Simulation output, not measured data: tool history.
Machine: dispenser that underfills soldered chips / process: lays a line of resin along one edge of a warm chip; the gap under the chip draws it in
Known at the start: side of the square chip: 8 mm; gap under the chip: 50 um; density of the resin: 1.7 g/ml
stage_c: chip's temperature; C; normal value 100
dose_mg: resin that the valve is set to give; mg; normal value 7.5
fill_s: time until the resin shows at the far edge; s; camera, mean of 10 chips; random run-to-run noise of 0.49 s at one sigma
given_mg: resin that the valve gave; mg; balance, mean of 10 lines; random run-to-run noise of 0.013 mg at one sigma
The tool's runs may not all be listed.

run	hour	stage_c	dose_mg	fill_s	given_mg
1	0	100	7.5	63.1	7.36
# hour 1.5: new syringe of resin
2	5.4	100	7.5	47.4	7.36
3	11.8	100	7.5	59.5	7.35
# hour 15.4: new syringe of resin
4	20.3	100	7.5	48.5	7.31
5	28.1	100	7.5	63.8	7.29
# hour 29.9: new syringe of resin
6	36.9	100	7.5	51.3	7.28
# hour 41.3: dispensing valve cleaned and set on the balance
# hour 45.1: new syringe of resin
7	47.9	100	7.5	45.7	7.47
8	52.9	97	7.5	62.3	7.48
9	58.1	91	7.5	94.7	7.47
# hour 59.1: new syringe of resin
10	66.1	91	7.5	75.7	7.43
# hour 73.1: new syringe of resin
11	75.7	93	7.5	59.4	7.42
12	85.6	93	7.5	85.8	7.37
# hour 86.9: new syringe of resin
13	90.9	102	8.17	42.3	8
14	97.5	112	6.58	40.5	6.44
# hour 100.8: new syringe of resin
15	104.1	112	6.58	32.5	6.43
16	111.7	87	8.69	100.9	8.44
# hour 114.7: new syringe of resin
# hour 116.2: dispensing valve cleaned and set on the balance
17	119.9	110	8.7	31.6	8.64
18	125.1	103	9.66	49.1	9.59
# hour 129.5: new syringe of resin
19	135.6	109	8.14	36.7	8.05
20	141.4	106	8.39	50.5	8.3
# hour 143.9: new syringe of resin
21	151.7	103	6.59	51.1	6.47
# hour 158.1: new syringe of resin
22	160	103	6.59	42.2	6.47
23	165.1	97	7.73	59.2	7.54
24	170.1	99	8.17	65.3	7.99

What if the next run were any one of these 5? Each begins from the tool's condition after run 24:
# hour 172.5: new syringe of resin
A	177.1	102	8.17	?	?
# hour 172.5: new syringe of resin
B	177.1	93	8.47	?	?
# hour 172.5: new syringe of resin
C	177.1	111	9.61	?	?
# hour 172.5: new syringe of resin
D	177.1	100	9.69	?	?
# hour 172.5: new syringe of resin
E	177.1	95	7.5	?	?

run	fill_s	given_mg
A	46.2	7.94
B	65	8.25
C	32.3	9.38
D	47.6	9.45
E	61.5	7.3
Without the tool's unlogged condition, the same runs would have read:
run	fill_s	given_mg
A	36.2	8.17
B	50.8	8.48
C	25.5	9.65
D	37.3	9.72
E	48	7.51
